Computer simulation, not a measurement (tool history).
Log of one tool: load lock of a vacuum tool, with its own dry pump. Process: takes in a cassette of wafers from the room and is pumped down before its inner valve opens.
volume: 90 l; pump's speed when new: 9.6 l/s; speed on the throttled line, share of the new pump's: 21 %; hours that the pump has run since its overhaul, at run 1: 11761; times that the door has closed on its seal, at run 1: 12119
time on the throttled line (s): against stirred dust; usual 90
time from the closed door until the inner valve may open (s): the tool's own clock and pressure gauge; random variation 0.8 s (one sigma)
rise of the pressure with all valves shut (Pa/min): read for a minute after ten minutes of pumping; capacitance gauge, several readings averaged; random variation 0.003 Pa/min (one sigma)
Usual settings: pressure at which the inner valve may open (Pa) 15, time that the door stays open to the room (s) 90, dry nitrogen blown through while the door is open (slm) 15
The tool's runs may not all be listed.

| run | hour | time on the throttled line (s) | pressure at which the inner valve may open (Pa) | time that the door stays open to the room (s) | dry nitrogen blown through while the door is open (slm) | hours that the pump has run since its overhaul | times that the door has closed on its seal | incoming humidity of the room's air, % | time from the closed door until the inner valve may open (s) | rise of the pressure with all valves shut (Pa/min) |
|---|---|---|---|---|---|---|---|---|---|---|
| 1 | 0.0 | 90 | 15 | 90 | 15 | 11761 | 12119 | 46.3 | 158.7 | 0.124 |
| 2 | 129.3 | 90 | 15 | 67 | 15 | 11890 | 12351 | 48.3 | 159.3 | 0.119 |
| 3 | 247.2 | 90 | 15 | 67 | 15 | 12008 | 12563 | 44.5 | 159.4 | 0.117 |
| 4 | 358.7 | 87 | 15 | 67 | 15 | 12119 | 12764 | 44.8 | 158.2 | 0.127 |
| 5 | 524.2 | 68 | 15 | 90 | 15 | 12285 | 13061 | 45.9 | 143.2 | 0.133 |
| 6 | 661.0 | 90 | 15 | 90 | 15 | 12422 | 13307 | 46.3 | 158.6 | 0.140 |
| 7 | 742.5 | 90 | 22 | 90 | 15 | 12503 | 13454 | 44.8 | 156.4 | 0.137 |
| 8 | 830.8 | 90 | 22 | 90 | 15 | 12591 | 13612 | 46.0 | 154.2 | 0.134 |
| 9 | 955.4 | 90 | 22 | 90 | 15 | 12716 | 13836 | 42.2 | 156.0 | 0.135 |
| 10 | 1064.5 | 90 | 22 | 90 | 15 | 12825 | 14033 | 46.2 | 155.1 | 0.144 |
| 11 | 1183.5 | 90 | 22 | 90 | 15 | 12944 | 14246 | 49.4 | 154.9 | 0.143 |
| 12 | 1323.9 | 90 | 22 | 90 | 15 | 13084 | 14499 | 46.5 | 155.4 | 0.147 |
| 13 | 1483.6 | 90 | 22 | 31 | 15 | 13244 | 14786 | 43.3 | 157.0 | 0.118 |
| 14 | 1623.3 | 90 | 22 | 31 | 15 | 13384 | 15037 | 41.3 | 154.3 | 0.125 |
| 15 | 1766.5 | 90 | 22 | 31 | 15 | 13527 | 15295 | 46.3 | 153.3 | 0.129 |
| 16 | 1848.3 | 90 | 22 | 31 | 15 | 13609 | 15441 | 43.0 | 155.0 | 0.132 |
| 17 | 1931.9 | 75 | 15 | 30 | 15 | 13692 | 15592 | 43.7 | 148.6 | 0.131 |
| 18 | 2059.5 | 75 | 15 | 30 | 5 | 13820 | 15821 | 43.4 | 147.8 | 0.141 |
| 19 | 2222.1 | 75 | 15 | 30 | 5 | 13983 | 16113 | 47.7 | 148.0 | 0.144 |

The next listed run, before its measurement:
| 20 | 2362.6 | 90 | 16 | 90 | 15 | 14123 | 16366 | 45.1 | ? | ? |

time from the closed door until the inner valve may open (s): 159.4
rise of the pressure with all valves shut (Pa/min): 0.163
Without the tool's hidden state the same run would have given time from the closed door until the inner valve may open (s) 153.6, rise of the pressure with all valves shut (Pa/min) 0.046.

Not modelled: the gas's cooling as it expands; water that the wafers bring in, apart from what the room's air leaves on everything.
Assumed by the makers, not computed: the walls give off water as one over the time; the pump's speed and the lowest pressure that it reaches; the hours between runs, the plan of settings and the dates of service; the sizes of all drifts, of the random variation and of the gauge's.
